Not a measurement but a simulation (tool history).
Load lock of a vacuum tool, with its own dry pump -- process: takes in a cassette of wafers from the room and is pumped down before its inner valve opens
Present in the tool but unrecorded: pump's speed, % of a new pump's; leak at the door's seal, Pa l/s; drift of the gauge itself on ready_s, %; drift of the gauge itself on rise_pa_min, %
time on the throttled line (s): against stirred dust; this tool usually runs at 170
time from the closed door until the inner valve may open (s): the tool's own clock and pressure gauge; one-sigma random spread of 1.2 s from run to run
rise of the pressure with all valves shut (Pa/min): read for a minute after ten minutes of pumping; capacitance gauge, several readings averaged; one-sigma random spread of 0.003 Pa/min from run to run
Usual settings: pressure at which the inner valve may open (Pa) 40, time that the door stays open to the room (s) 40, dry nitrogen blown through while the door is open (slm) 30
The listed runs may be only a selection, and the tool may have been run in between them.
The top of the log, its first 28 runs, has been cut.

run,hour,time on the throttled line (s),pressure at which the inner valve may open (Pa),time that the door stays open to the room (s),dry nitrogen blown through while the door is open (slm),hours that the pump has run since its overhaul,times that the door has closed on its seal,"incoming humidity of the room's air, %",time from the closed door until the inner valve may open (s),rise of the pressure with all valves shut (Pa/min)
29,12065.9,211,47,38,12,7814,57038,44.5,258.7,0.336
30,12467.1,153,40,29,30,8215,58056,41.4,207.5,0.339
31,12917.8,123,40,95,30,8666,59201,48.6,183.2,0.356
32,13443.3,123,40,95,30,9192,60535,45.7,185,0.368
33,13805.7,123,40,95,30,9554,61456,47.4,182.5,0.382
34,14128.1,123,40,95,30,9876,62274,46.3,184.2,0.39
35,14637.5,170,50,163,5,10386,63568,42.7,223.8,0.434
36,15060.3,170,40,40,16,10809,64641,44.1,224.9,0.411
37,15384.1,170,40,40,16,11132,65463,45.6,225.1,0.42

Below are 4 alternative next runs, each starting from the tool's condition after run 37. Predict each:
A,15785.1,170,40,167,27,11534,66482,39.2,?,?
B,15785.1,170,40,28,16,11534,66482,48.2,?,?
C,15785.1,182,53,51,30,11534,66482,44.8,?,?
D,15785.1,323,40,40,15,11534,66482,43.3,?,?

run,time from the closed door until the inner valve may open (s),rise of the pressure with all valves shut (Pa/min)
A,227.1,0.438
B,227.2,0.422
C,234.2,0.417
D,358.4,0.417
Stripped of hidden state, with their random variation kept, the same runs would have yielded:
run,time from the closed door until the inner valve may open (s),rise of the pressure with all valves shut (Pa/min)
A,220.8,0.02
B,220.9,0.014
C,228.2,0.006
D,354.5,0.011
